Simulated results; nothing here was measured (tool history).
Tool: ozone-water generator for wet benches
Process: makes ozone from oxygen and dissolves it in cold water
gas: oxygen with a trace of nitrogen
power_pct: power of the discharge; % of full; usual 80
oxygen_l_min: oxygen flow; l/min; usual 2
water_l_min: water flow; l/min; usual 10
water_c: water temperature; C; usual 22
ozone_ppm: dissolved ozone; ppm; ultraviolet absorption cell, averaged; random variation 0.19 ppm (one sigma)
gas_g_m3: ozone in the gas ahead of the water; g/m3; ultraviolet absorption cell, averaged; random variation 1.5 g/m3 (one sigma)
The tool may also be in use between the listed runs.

run	day	power_pct	oxygen_l_min	water_l_min	water_c	ozone_ppm	gas_g_m3
1	0	80	2	10	22	27.5	274.1
2	1.15	80	1.19	10	22	26.1	361.7
3	2.517	80	1.19	10	22	26.4	361.3
4	3.642	80	1.19	10	22	26.2	362
5	5.246	80	1.19	10	22	26.1	358.1
6	6.062	80	1.19	10	22	26	362.6
7	7.479	80	1.19	10	22	25.9	362.3
8	8.312	80	1.19	10	22	26.5	362
9	9.867	80	1.19	10	22	26	365.8
10	11.312	80	1.19	10	22	26.2	363.6
11	12.217	67	1.07	10	22	22.6	338.7

Forecast run 12:
12	14.096	67	1.07	10	22	?	?

ozone_ppm: 22.6 ppm
gas_g_m3: 338.2 g/m3
Without the tool's hidden state the same run would have given ozone_ppm 22.6 ppm, gas_g_m3 338.2 g/m3.

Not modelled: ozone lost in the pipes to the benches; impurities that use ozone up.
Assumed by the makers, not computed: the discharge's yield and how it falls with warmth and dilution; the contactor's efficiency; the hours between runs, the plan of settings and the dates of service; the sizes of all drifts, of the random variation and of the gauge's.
